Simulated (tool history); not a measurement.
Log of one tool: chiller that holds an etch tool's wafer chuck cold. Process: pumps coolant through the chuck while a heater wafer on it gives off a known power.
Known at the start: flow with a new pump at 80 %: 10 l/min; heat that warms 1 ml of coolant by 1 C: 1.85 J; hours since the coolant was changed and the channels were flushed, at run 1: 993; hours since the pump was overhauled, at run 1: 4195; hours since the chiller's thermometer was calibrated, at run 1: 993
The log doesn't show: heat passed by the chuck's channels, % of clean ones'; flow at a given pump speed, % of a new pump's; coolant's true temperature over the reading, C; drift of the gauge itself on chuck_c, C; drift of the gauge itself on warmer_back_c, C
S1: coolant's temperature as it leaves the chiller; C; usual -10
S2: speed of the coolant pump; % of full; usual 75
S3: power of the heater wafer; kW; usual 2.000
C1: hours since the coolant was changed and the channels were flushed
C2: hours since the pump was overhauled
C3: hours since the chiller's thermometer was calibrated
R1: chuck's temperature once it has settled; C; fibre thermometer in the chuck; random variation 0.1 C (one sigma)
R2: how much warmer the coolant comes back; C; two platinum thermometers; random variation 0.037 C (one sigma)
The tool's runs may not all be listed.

{"run": 1, "day": 0.0, "S1": -10, "S2": 75, "S3": 2.0, "C1": 993, "C2": 4195, "C3": 993, "R1": 11.1, "R2": 6.98}
{"run": 2, "day": 6.475, "S1": -10, "S2": 75, "S3": 1.364, "C1": 1148, "C2": 4351, "C3": 1148, "R1": 4.4, "R2": 4.81}
{"run": 3, "day": 13.075, "S1": -10, "S2": 75, "S3": 2.0, "C1": 1307, "C2": 4509, "C3": 1307, "R1": 11.0, "R2": 6.99}
{"run": 4, "day": 17.308, "S1": -10, "S2": 75, "S3": 2.0, "C1": 1408, "C2": 4611, "C3": 1408, "R1": 11.2, "R2": 6.97}
{"run": 5, "day": 21.871, "S1": -10, "S2": 75, "S3": 2.0, "C1": 1518, "C2": 4720, "C3": 1518, "R1": 11.0, "R2": 7.0}
{"run": 6, "day": 25.75, "S1": -9, "S2": 75, "S3": 2.0, "C1": 1611, "C2": 4814, "C3": 1611, "R1": 12.1, "R2": 6.93}
{"run": 7, "day": 29.821, "S1": -9, "S2": 75, "S3": 2.0, "C1": 1708, "C2": 4911, "C3": 1708, "R1": 12.0, "R2": 6.95}
{"run": 8, "day": 33.438, "S1": -9, "S2": 75, "S3": 2.0, "C1": 1795, "C2": 4998, "C3": 1795, "R1": 12.0, "R2": 6.95}
{"run": 9, "day": 38.821, "S1": -4, "S2": 75, "S3": 2.0, "C1": 1924, "C2": 5127, "C3": 1924, "R1": 17.0, "R2": 7.0}
{"run": 10, "day": 44.538, "S1": -10, "S2": 75, "S3": 2.129, "C1": 2062, "C2": 5264, "C3": 2062, "R1": 12.4, "R2": 7.46}
{"run": 11, "day": 48.158, "S1": -10, "S2": 75, "S3": 2.129, "C1": 2149, "C2": 5351, "C3": 2149, "R1": 12.4, "R2": 7.42}
{"run": 12, "day": 53.846, "S1": -10, "S2": 75, "S3": 1.464, "C1": 2285, "C2": 5488, "C3": 2285, "R1": 5.5, "R2": 5.12}
{"run": 13, "day": 57.333, "S1": -10, "S2": 75, "S3": 1.11, "C1": 2369, "C2": 5571, "C3": 2369, "R1": 1.7, "R2": 3.85}
{"run": 14, "day": 61.779, "S1": -10, "S2": 75, "S3": 2.0, "C1": 2475, "C2": 5678, "C3": 2475, "R1": 11.0, "R2": 6.99}
{"run": 15, "day": 68.025, "S1": -10, "S2": 75, "S3": 2.0, "C1": 2625, "C2": 5828, "C3": 2625, "R1": 11.1, "R2": 6.98}
{"day": 72.754, "done": "chiller's thermometer calibrated"}
{"run": 16, "day": 74.308, "S1": -10, "S2": 75, "S3": 2.0, "C1": 2775, "C2": 5978, "C3": 37, "R1": 11.0, "R2": 6.95}
{"run": 17, "day": 80.6, "S1": -11, "S2": 67, "S3": 1.382, "C1": 2926, "C2": 6129, "C3": 188, "R1": 5.2, "R2": 5.48}
{"run": 18, "day": 85.229, "S1": -14, "S2": 81, "S3": 1.57, "C1": 3037, "C2": 6240, "C3": 299, "R1": 1.4, "R2": 5.14}
{"run": 19, "day": 90.233, "S1": -14, "S2": 81, "S3": 1.57, "C1": 3157, "C2": 6360, "C3": 420, "R1": 1.4, "R2": 5.03}
{"run": 20, "day": 94.062, "S1": -17, "S2": 79, "S3": 1.145, "C1": 3249, "C2": 6452, "C3": 511, "R1": -5.6, "R2": 3.74}
{"run": 21, "day": 100.321, "S1": -17, "S2": 79, "S3": 1.145, "C1": 3399, "C2": 6602, "C3": 662, "R1": -5.6, "R2": 3.78}
{"run": 22, "day": 105.204, "S1": -17, "S2": 79, "S3": 1.145, "C1": 3517, "C2": 6719, "C3": 779, "R1": -5.4, "R2": 3.76}
{"run": 23, "day": 112.158, "S1": -17, "S2": 79, "S3": 1.145, "C1": 3684, "C2": 6886, "C3": 946, "R1": -5.6, "R2": 3.76}
{"day": 117.979, "done": "coolant changed, channels flushed"}
{"run": 24, "day": 118.821, "S1": -19, "S2": 80, "S3": 1.461, "C1": 20, "C2": 7040, "C3": 1100, "R1": -4.4, "R2": 4.71}
{"run": 25, "day": 125.167, "S1": -19, "S2": 80, "S3": 1.461, "C1": 173, "C2": 7193, "C3": 1252, "R1": -4.5, "R2": 4.76}
{"run": 26, "day": 129.95, "S1": -10, "S2": 76, "S3": 2.0, "C1": 287, "C2": 7307, "C3": 1367, "R1": 10.8, "R2": 6.91}
{"run": 27, "day": 134.8, "S1": -10, "S2": 76, "S3": 2.0, "C1": 404, "C2": 7424, "C3": 1483, "R1": 10.8, "R2": 6.88}
{"run": 28, "day": 139.958, "S1": -15, "S2": 94, "S3": 1.537, "C1": 527, "C2": 7547, "C3": 1607, "R1": -2.0, "R2": 4.15}
{"run": 29, "day": 146.033, "S1": -8, "S2": 75, "S3": 2.773, "C1": 673, "C2": 7693, "C3": 1753, "R1": 21.3, "R2": 9.69}
{"run": 30, "day": 149.146, "S1": -14, "S2": 90, "S3": 2.989, "C1": 748, "C2": 7768, "C3": 1827, "R1": 12.5, "R2": 8.54}
{"run": 31, "day": 155.646, "S1": -10, "S2": 72, "S3": 2.063, "C1": 904, "C2": 7924, "C3": 1983, "R1": 12.6, "R2": 7.54}
{"run": 32, "day": 159.242, "S1": -10, "S2": 71, "S3": 1.955, "C1": 990, "C2": 8010, "C3": 2070, "R1": 11.6, "R2": 7.28}

Forecast each of these 4 alternatives for the next run:
{"run": "A", "day": 162.521, "S1": -17, "S2": 79, "S3": 1.955, "C1": 1069, "C2": 8089, "C3": 2148, "R1": "?", "R2": "?"}
{"run": "B", "day": 162.521, "S1": -10, "S2": 75, "S3": 2.213, "C1": 1069, "C2": 8089, "C3": 2148, "R1": "?", "R2": "?"}
{"run": "C", "day": 162.521, "S1": -10, "S2": 66, "S3": 1.955, "C1": 1069, "C2": 8089, "C3": 2148, "R1": "?", "R2": "?"}
{"run": "D", "day": 162.521, "S1": -10, "S2": 75, "S3": 1.327, "C1": 1069, "C2": 8089, "C3": 2148, "R1": "?", "R2": "?"}

run=A R1=2.5 R2=6.47
run=B R1=13.3 R2=7.77
run=C R1=13.4 R2=7.89
run=D R1=4.0 R2=4.62
Without the tool's hidden state the same runs would have given:
run=A R1=2.5 R2=6.46
run=B R1=13.3 R2=7.75
run=C R1=13.3 R2=7.87
run=D R1=4.0 R2=4.61

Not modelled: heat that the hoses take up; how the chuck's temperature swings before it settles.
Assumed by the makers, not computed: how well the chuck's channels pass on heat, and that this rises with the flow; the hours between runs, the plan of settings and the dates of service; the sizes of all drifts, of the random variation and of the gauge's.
